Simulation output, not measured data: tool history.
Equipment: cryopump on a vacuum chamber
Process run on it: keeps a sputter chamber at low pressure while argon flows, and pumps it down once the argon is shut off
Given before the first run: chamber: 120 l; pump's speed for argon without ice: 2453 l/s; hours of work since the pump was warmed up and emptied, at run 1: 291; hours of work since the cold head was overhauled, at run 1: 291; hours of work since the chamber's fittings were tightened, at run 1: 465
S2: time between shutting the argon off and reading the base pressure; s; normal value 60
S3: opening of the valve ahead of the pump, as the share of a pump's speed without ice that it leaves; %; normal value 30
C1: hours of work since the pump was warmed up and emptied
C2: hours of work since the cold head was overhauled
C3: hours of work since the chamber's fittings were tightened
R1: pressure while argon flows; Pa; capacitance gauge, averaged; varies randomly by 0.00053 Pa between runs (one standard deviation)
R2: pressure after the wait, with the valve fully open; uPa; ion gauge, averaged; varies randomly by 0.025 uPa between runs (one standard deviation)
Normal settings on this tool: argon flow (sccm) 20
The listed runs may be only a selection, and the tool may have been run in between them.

Run 1, hour 0.0: usual settings; C1 291; C2 291; C3 465. Result: R1 0.0478 Pa, R2 1.55 uPa.
Run 2, hour 15.2: usual settings; C1 301; C2 301; C3 475. Result: R1 0.0468 Pa, R2 1.59 uPa.
Run 3, hour 43.8: usual settings but S2 55 s; C1 318; C2 318; C3 492. Result: R1 0.0474 Pa, R2 1.65 uPa.
Run 4, hour 60.3: usual settings but S2 55 s; C1 328; C2 328; C3 502. Result: R1 0.0488 Pa, R2 1.69 uPa.
Run 5, hour 75.2: usual settings but S2 55 s; C1 337; C2 337; C3 511. Result: R1 0.0476 Pa, R2 1.72 uPa.
Run 6, hour 88.2: usual settings but S2 55 s; C1 345; C2 345; C3 519. Result: R1 0.0474 Pa, R2 1.74 uPa.
Run 7, hour 118.6: usual settings but argon flow (sccm) 24; C1 364; C2 364; C3 538. Result: R1 0.0564 Pa, R2 1.67 uPa.
Run 8, hour 131.4: usual settings but argon flow (sccm) 24; C1 372; C2 372; C3 545. Result: R1 0.0574 Pa, R2 1.62 uPa.
Run 9, hour 145.1: usual settings but argon flow (sccm) 24; C1 380; C2 380; C3 554. Result: R1 0.0572 Pa, R2 1.64 uPa.
Run 10, hour 169.3: usual settings but argon flow (sccm) 34; C1 395; C2 395; C3 569. Result: R1 0.0817 Pa, R2 1.71 uPa.
Run 11, hour 184.7: usual settings; C1 404; C2 404; C3 578. Result: R1 0.0472 Pa, R2 1.71 uPa.
Run 12, hour 205.9: usual settings but S2 39 s; C1 417; C2 417; C3 591. Result: R1 0.0478 Pa, R2 2.22 uPa.
Run 13, hour 227.7: usual settings but argon flow (sccm) 36; C1 430; C2 430; C3 604. Result: R1 0.0870 Pa, R2 1.81 uPa.
Run 14, hour 245.2: usual settings but argon flow (sccm) 36; C1 441; C2 441; C3 615. Result: R1 0.0864 Pa, R2 1.77 uPa.
Run 15, hour 258.6: usual settings but argon flow (sccm) 36; C1 449; C2 449; C3 623. Result: R1 0.0858 Pa, R2 1.77 uPa.
Run 16, hour 273.3: usual settings but argon flow (sccm) 36; C1 458; C2 458; C3 632. Result: R1 0.0858 Pa, R2 1.73 uPa.
Run 17, hour 294.0: usual settings but argon flow (sccm) 39; C1 471; C2 471; C3 645. Result: R1 0.0935 Pa, R2 1.81 uPa.
Run 18, hour 306.9: usual settings but S2 43 s; C1 479; C2 479; C3 652. Result: R1 0.0482 Pa, R2 2.16 uPa.
Run 19, hour 319.2: usual settings but argon flow (sccm) 37; C1 486; C2 486; C3 660. Result: R1 0.0897 Pa, R2 1.84 uPa.
Run 20, hour 339.1: usual settings but argon flow (sccm) 37; C1 498; C2 498; C3 672. Result: R1 0.0893 Pa, R2 1.81 uPa.
Run 21, hour 361.8: usual settings but argon flow (sccm) 37; C1 512; C2 512; C3 686. Result: R1 0.0887 Pa, R2 1.84 uPa.
Run 22, hour 384.8: usual settings but argon flow (sccm) 9, S2 233 s; C1 526; C2 526; C3 700. Result: R1 0.0213 Pa, R2 1.17 uPa.
Run 23, hour 399.8: usual settings but argon flow (sccm) 9, S2 233 s, S3 17 %; C1 535; C2 535; C3 709. Result: R1 0.0374 Pa, R2 1.25 uPa.
Run 24, hour 414.7: usual settings but argon flow (sccm) 9, S2 81 s, S3 15 %; C1 544; C2 544; C3 718. Result: R1 0.0430 Pa, R2 1.61 uPa.
Run 25, hour 441.2: usual settings but S2 85 s, S3 60 %; C1 561; C2 561; C3 734. Result: R1 0.0256 Pa, R2 1.68 uPa.
Run 26, hour 458.1: usual settings but S2 85 s, S3 60 %; C1 571; C2 571; C3 745. Result: R1 0.0251 Pa, R2 1.69 uPa.
Run 27, hour 480.5: usual settings but argon flow (sccm) 21, S2 238 s, S3 33 %; C1 584; C2 584; C3 758. Result: R1 0.0463 Pa, R2 1.32 uPa.
Run 28, hour 498.6: usual settings but argon flow (sccm) 21, S2 238 s, S3 33 %; C1 596; C2 596; C3 769. Result: R1 0.0472 Pa, R2 1.35 uPa.
Run 29, hour 528.3: usual settings but argon flow (sccm) 21, S2 238 s, S3 33 %; C1 614; C2 614; C3 787. Result: R1 0.0470 Pa, R2 1.38 uPa.
Run 30, hour 554.3: usual settings but argon flow (sccm) 24, S2 80 s, S3 28 %; C1 629; C2 629; C3 803. Result: R1 0.0622 Pa, R2 1.82 uPa.
Run 31, hour 575.9: usual settings but argon flow (sccm) 24, S2 172 s, S3 36 %; C1 643; C2 643; C3 816. Result: R1 0.0503 Pa, R2 1.47 uPa.
Run 32, hour 598.6: usual settings but argon flow (sccm) 29, S3 50 %; C1 656; C2 656; C3 830. Result: R1 0.0445 Pa, R2 2.10 uPa.

Run 33 is up next; what results do you expect?
Run 33, hour 626.5: usual settings but argon flow (sccm) 8, S2 66 s, S3 29 %; C1 673; C2 673; C3 847. Result: R1 ?, R2 ?.

{"run 33": {"R1": 0.0195, "R2": 1.96}}
Had the tool carried no hidden state, the very same run would have given R1 0.0183 Pa, R2 0.88 uPa.
